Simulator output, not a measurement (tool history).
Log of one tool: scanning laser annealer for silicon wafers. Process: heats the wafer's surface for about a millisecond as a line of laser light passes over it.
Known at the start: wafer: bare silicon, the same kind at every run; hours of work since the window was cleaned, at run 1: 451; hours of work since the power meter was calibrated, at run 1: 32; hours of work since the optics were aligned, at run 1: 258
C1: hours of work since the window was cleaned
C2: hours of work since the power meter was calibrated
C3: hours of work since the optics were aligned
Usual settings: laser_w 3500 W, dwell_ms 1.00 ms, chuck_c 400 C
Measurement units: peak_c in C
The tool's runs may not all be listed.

Run 1, hour 0.0: usual settings; C1 451; C2 32; C3 258. Result: peak_c 1125 C.
Run 2, hour 23.9: usual settings; C1 466; C2 47; C3 273. Result: peak_c 1124 C.
Run 3, hour 35.4: usual settings; C1 473; C2 54; C3 280. Result: peak_c 1124 C.
Run 4, hour 51.4: usual settings; C1 483; C2 65; C3 290. Result: peak_c 1122 C.
Run 5, hour 67.8: usual settings but laser_w 3624 W; C1 493; C2 75; C3 301. Result: peak_c 1156 C.
Run 6, hour 86.7: usual settings but chuck_c 366 C; C1 505; C2 87; C3 313. Result: peak_c 1085 C.
Run 7, hour 107.9: usual settings; C1 519; C2 100; C3 326. Result: peak_c 1116 C.
Run 8, hour 132.4: usual settings; C1 534; C2 116; C3 342. Result: peak_c 1113 C.
Run 9, hour 157.6: usual settings; C1 550; C2 132; C3 357. Result: peak_c 1115 C.
Run 10, hour 176.3: usual settings; C1 562; C2 144; C3 369. Result: peak_c 1114 C.
At hour 198.2: window over the wafer cleaned.
Run 11, hour 201.7: usual settings; C1 2; C2 158; C3 384. Result: peak_c 1093 C.
Run 12, hour 214.0: usual settings; C1 10; C2 166; C3 392. Result: peak_c 1089 C.
Run 13, hour 238.8: usual settings but laser_w 3594 W, chuck_c 414 C; C1 26; C2 182; C3 408. Result: peak_c 1125 C.
Run 14, hour 257.5: usual settings but laser_w 3490 W, dwell_ms 0.79 ms, chuck_c 379 C; C1 38; C2 194; C3 419. Result: peak_c 993 C.
Run 15, hour 272.1: usual settings but laser_w 3254 W, dwell_ms 0.76 ms, chuck_c 370 C; C1 47; C2 203; C3 429. Result: peak_c 918 C.
Run 16, hour 291.4: usual settings but laser_w 3490 W; C1 59; C2 215; C3 441. Result: peak_c 1078 C.
At hour 319.2: window over the wafer cleaned, once more.
Run 17, hour 319.4: usual settings but laser_w 3490 W, dwell_ms 0.96 ms; C1 0; C2 232; C3 457. Result: peak_c 1144 C.

Had the tool no unlogged condition, and each run kept its random variation, what would the results have been?
Hidden conditions of the tool in this case: light that passes the window, % of a clean one's; laser's true power over the reading, %; width of the line over the set one, %; drift of the gauge itself on peak_c, C.
run  peak_c
  1    1173
  2    1174
  3    1175
  4    1175
  5    1212
  6    1140
  7    1173
  8    1172
  9    1176
 10    1176
 11    1178
 12    1176
 13    1216
 14    1073
 15     991
 16    1170
 17    1156
